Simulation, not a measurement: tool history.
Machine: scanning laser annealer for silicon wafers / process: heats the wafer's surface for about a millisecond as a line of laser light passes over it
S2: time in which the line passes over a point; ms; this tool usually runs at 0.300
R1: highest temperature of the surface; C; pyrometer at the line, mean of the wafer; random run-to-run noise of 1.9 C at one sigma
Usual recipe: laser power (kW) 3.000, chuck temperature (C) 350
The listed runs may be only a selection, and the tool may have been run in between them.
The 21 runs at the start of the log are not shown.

Run 22, hour 223.9: usual settings but laser power (kW) 2.784, S2 0.288 ms, chuck temperature (C) 355. Result: R1 1017 C.
Run 23, hour 236.3: usual settings but laser power (kW) 2.833, S2 0.240 ms, chuck temperature (C) 368. Result: R1 975 C.
Run 24, hour 243.1: usual settings but laser power (kW) 2.833, S2 0.240 ms, chuck temperature (C) 368. Result: R1 976 C.
Run 25, hour 251.8: usual settings but laser power (kW) 2.654, S2 0.240 ms, chuck temperature (C) 368. Result: R1 922 C.
Run 26, hour 259.4: usual settings but laser power (kW) 2.759, S2 0.317 ms, chuck temperature (C) 377. Result: R1 1062 C.
Run 27, hour 271.8: usual settings but laser power (kW) 3.051, S2 0.259 ms, chuck temperature (C) 354. Result: R1 1049 C.
Run 28, hour 283.9: usual settings but laser power (kW) 3.209, S2 0.368 ms, chuck temperature (C) 327. Result: R1 1233 C.
Run 29, hour 298.0: usual settings but laser power (kW) 2.779. Result: R1 1019 C.
Run 30, hour 312.3: usual settings but chuck temperature (C) 387. Result: R1 1122 C.
Run 31, hour 324.9: usual settings but S2 0.287 ms, chuck temperature (C) 317. Result: R1 1034 C.
Run 32, hour 335.5: usual settings but S2 0.287 ms, chuck temperature (C) 317. Result: R1 1028 C.
Run 33, hour 347.8: usual settings but S2 0.287 ms, chuck temperature (C) 317. Result: R1 1029 C.
Run 34, hour 357.0: usual settings but laser power (kW) 2.897, S2 0.257 ms, chuck temperature (C) 388. Result: R1 1026 C.
Run 35, hour 367.8: usual settings but laser power (kW) 2.897, S2 0.257 ms, chuck temperature (C) 388. Result: R1 1022 C.
Run 36, hour 378.3: usual settings but chuck temperature (C) 319. Result: R1 1049 C.
Run 37, hour 390.8: usual settings but chuck temperature (C) 319. Result: R1 1045 C.
Run 38, hour 401.7: usual settings but laser power (kW) 3.134, S2 0.316 ms, chuck temperature (C) 319. Result: R1 1110 C.
Run 39, hour 409.3: usual settings but laser power (kW) 3.261, S2 0.211 ms, chuck temperature (C) 319. Result: R1 980 C.
Run 40, hour 417.1: usual settings but laser power (kW) 2.923, S2 0.345 ms, chuck temperature (C) 322. Result: R1 1082 C.
Run 41, hour 427.5: usual settings but laser power (kW) 2.920, S2 0.345 ms, chuck temperature (C) 360. Result: R1 1117 C.

The next listed run, before its measurement:
Run 42, hour 438.0: usual settings but laser power (kW) 2.920, S2 0.345 ms, chuck temperature (C) 360. Result: R1 ?.

R1: 1115 C
Without the tool's hidden state the same run would have given R1 1183 C.

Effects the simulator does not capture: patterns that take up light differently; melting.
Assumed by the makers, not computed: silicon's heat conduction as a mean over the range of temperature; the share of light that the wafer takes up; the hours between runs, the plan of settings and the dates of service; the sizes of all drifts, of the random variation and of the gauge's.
